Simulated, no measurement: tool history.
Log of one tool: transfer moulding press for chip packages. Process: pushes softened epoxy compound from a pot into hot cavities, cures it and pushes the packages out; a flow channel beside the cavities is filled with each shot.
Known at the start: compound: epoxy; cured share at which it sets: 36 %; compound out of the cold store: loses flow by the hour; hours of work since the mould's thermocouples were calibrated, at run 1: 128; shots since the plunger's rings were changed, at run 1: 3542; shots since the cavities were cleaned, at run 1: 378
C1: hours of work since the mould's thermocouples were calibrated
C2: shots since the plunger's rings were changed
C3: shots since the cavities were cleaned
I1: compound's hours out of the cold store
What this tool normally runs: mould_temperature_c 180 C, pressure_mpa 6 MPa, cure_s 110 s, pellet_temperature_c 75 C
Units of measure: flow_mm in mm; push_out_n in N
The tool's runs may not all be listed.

Run 1, hour 0: usual settings; C1 128; C2 3542; C3 378; I1 31.1. Result: flow_mm 647 mm, push_out_n 281 N.
At hour 15.8: cavities cleaned with cleaning compound and waxed.
Run 2, hour 54.9: usual settings but pellet_temperature_c 76 C; C1 156; C2 3971; C3 314; I1 35.8. Result: flow_mm 631 mm, push_out_n 276 N.
At hour 78.7: cavities cleaned with cleaning compound and waxed.
Run 3, hour 125.7: usual settings; C1 193; C2 4528; C3 379; I1 36.8. Result: flow_mm 627 mm, push_out_n 279 N.
At hour 141.8: cavities cleaned with cleaning compound and waxed.
Run 4, hour 187.7: usual settings; C1 224; C2 5013; C3 368; I1 42.2. Result: flow_mm 619 mm, push_out_n 282 N.
At hour 205.7: cavities cleaned with cleaning compound and waxed.
Run 5, hour 249.8: usual settings; C1 256; C2 5499; C3 353; I1 19. Result: flow_mm 660 mm, push_out_n 275 N.
At hour 269.1: cavities cleaned with cleaning compound and waxed.
Run 6, hour 303.8: usual settings; C1 284; C2 5921; C3 278; I1 20.4. Result: flow_mm 645 mm, push_out_n 292 N.
At hour 332.7: cavities cleaned with cleaning compound and waxed.
Run 7, hour 336.5: usual settings; C1 300; C2 6171; C3 30; I1 17.4. Result: flow_mm 649 mm, push_out_n 248 N.
At hour 378: plunger's sealing rings changed.
At hour 400.2: cavities cleaned with cleaning compound and waxed.
Run 8, hour 401.8: usual settings; C1 332; C2 180; C3 13; I1 27.1. Result: flow_mm 685 mm, push_out_n 237 N.
Run 9, hour 444.3: usual settings; C1 355; C2 521; C3 354; I1 12.2. Result: flow_mm 720 mm, push_out_n 278 N.
At hour 463.5: cavities cleaned with cleaning compound and waxed.
Run 10, hour 490.4: usual settings; C1 378; C2 879; C3 216; I1 44.2. Result: flow_mm 631 mm, push_out_n 266 N.
Run 11, hour 518.4: usual settings; C1 393; C2 1104; C3 441; I1 23.2. Result: flow_mm 677 mm, push_out_n 307 N.
At hour 527.3: cavities cleaned with cleaning compound and waxed.
Run 12, hour 554.2: usual settings; C1 411; C2 1379; C3 215; I1 8. Result: flow_mm 721 mm, push_out_n 268 N.
At hour 590.2: cavities cleaned with cleaning compound and waxed.
Run 13, hour 617.6: usual settings; C1 443; C2 1876; C3 220; I1 19.4. Result: flow_mm 700 mm, push_out_n 261 N.
At hour 654.8: mould's thermocouples calibrated.
At hour 656.3: cavities cleaned with cleaning compound and waxed.
Run 14, hour 683.6: usual settings; C1 14; C2 2379; C3 220; I1 43.2. Result: flow_mm 618 mm, push_out_n 253 N.
At hour 719.1: cavities cleaned with cleaning compound and waxed.
Run 15, hour 733.3: usual settings but mould_temperature_c 172 C, pressure_mpa 6.21 MPa, cure_s 129 s, pellet_temperature_c 77 C; C1 40; C2 2765; C3 114; I1 15.1. Result: flow_mm 736 mm, push_out_n 302 N.
At hour 783.9: cavities cleaned with cleaning compound and waxed.
Run 16, hour 803.6: usual settings but mould_temperature_c 172 C, pressure_mpa 5.32 MPa, cure_s 135 s, pellet_temperature_c 72 C; C1 76; C2 3317; C3 157; I1 32.8. Result: flow_mm 639 mm, push_out_n 278 N.
Run 17, hour 838.1: usual settings but mould_temperature_c 172 C, pressure_mpa 5.32 MPa, cure_s 135 s, pellet_temperature_c 83 C; C1 94; C2 3595; C3 435; I1 31.9. Result: flow_mm 628 mm, push_out_n 330 N.
At hour 849.7: cavities cleaned with cleaning compound and waxed.
Run 18, hour 903.7: usual settings but mould_temperature_c 172 C, pressure_mpa 5.73 MPa, cure_s 117 s, pellet_temperature_c 71 C; C1 127; C2 4109; C3 433; I1 44.2. Result: flow_mm 630 mm, push_out_n 411 N.
At hour 913.4: cavities cleaned with cleaning compound and waxed.
Run 19, hour 941.1: usual settings but mould_temperature_c 172 C, pressure_mpa 5.73 MPa, cure_s 117 s, pellet_temperature_c 84 C; C1 146; C2 4398; C3 222; I1 30.7. Result: flow_mm 660 mm, push_out_n 380 N.
At hour 975.6: cavities cleaned with cleaning compound and waxed.
Run 20, hour 975.6: usual settings but mould_temperature_c 172 C, pressure_mpa 5.73 MPa, cure_s 117 s, pellet_temperature_c 84 C; C1 164; C2 4663; C3 0; I1 8.3. Result: flow_mm 715 mm, push_out_n 355 N.
Run 21, hour 1023.6: usual settings but mould_temperature_c 176 C, pressure_mpa 4.75 MPa, pellet_temperature_c 68 C; C1 189; C2 5048; C3 385; I1 47.5. Result: flow_mm 548 mm, push_out_n 355 N.
At hour 1041.4: cavities cleaned with cleaning compound and waxed.
Run 22, hour 1074.4: usual settings but mould_temperature_c 176 C, pressure_mpa 4.75 MPa, cure_s 100 s, pellet_temperature_c 67 C; C1 215; C2 5443; C3 264; I1 19.6. Result: flow_mm 607 mm, push_out_n 430 N.
At hour 1108.1: cavities cleaned with cleaning compound and waxed.
Run 23, hour 1110.7: usual settings but mould_temperature_c 186 C, pressure_mpa 6.91 MPa, cure_s 137 s, pellet_temperature_c 76 C; C1 233; C2 5723; C3 21; I1 45. Result: flow_mm 633 mm, push_out_n 192 N.
Run 24, hour 1167: usual settings but mould_temperature_c 186 C, pressure_mpa 6.91 MPa, cure_s 137 s, pellet_temperature_c 76 C; C1 263; C2 6175; C3 473; I1 17.6. Result: flow_mm 677 mm, push_out_n 252 N.
At hour 1173.1: cavities cleaned with cleaning compound and waxed.
At hour 1208.9: plunger's sealing rings changed.
At hour 1237.7: cavities cleaned with cleaning compound and waxed.
Run 25, hour 1238.6: usual settings but mould_temperature_c 176 C, cure_s 93 s; C1 297; C2 226; C3 7; I1 10.3. Result: flow_mm 746 mm, push_out_n 440 N.
At hour 1304.1: cavities cleaned with cleaning compound and waxed.
Run 26, hour 1309.1: usual settings but pressure_mpa 4.58 MPa; C1 333; C2 780; C3 40; I1 47.5. Result: flow_mm 559 mm, push_out_n 225 N.
At hour 1368: cavities cleaned with cleaning compound and waxed.
Run 27, hour 1376.7: usual settings but pressure_mpa 4.58 MPa; C1 368; C2 1311; C3 70; I1 18.5. Result: flow_mm 607 mm, push_out_n 237 N.

Selected run-to-run steps in flow_mm, each split into two signed amounts: the part the tool would show with no hidden state at all (from settings, incoming material and random variation), and the remainder, which goes to the hidden state together with any gauge scatter not common to the measured and the hidden-state-free results:
Hidden state at play: true mould temperature over the reading, C; pressure that reaches the compound, % of what is set; grip of the stained cavities, % over clean ones'; drift of the gauge itself on flow_mm, %; drift of the gauge itself on push_out_n, %.
Run 7 -> 8: plunger's sealing rings changed, cavities cleaned with cleaning compound and waxed. flow_mm +36 mm: hidden state +44, all else -8.
Run 20 -> 21: mould_temperature_c 172 -> 176, pressure_mpa 5.73 -> 4.75, cure_s 117 -> 110, pellet_temperature_c 84 -> 68. flow_mm -167 mm: hidden state +6, all else -173.
Run 24 -> 25: mould_temperature_c 186 -> 176, pressure_mpa 6.91 -> 6, cure_s 137 -> 93, pellet_temperature_c 76 -> 75, cavities cleaned with cleaning compound and waxed, plunger's sealing rings changed, cavities cleaned with cleaning compound and waxed. flow_mm +69 mm: hidden state +44, all else +25.
Run 25 -> 26: mould_temperature_c 176 -> 180, pressure_mpa 6 -> 4.58, cure_s 93 -> 110, cavities cleaned with cleaning compound and waxed. flow_mm -187 mm: hidden state -3, all else -184.
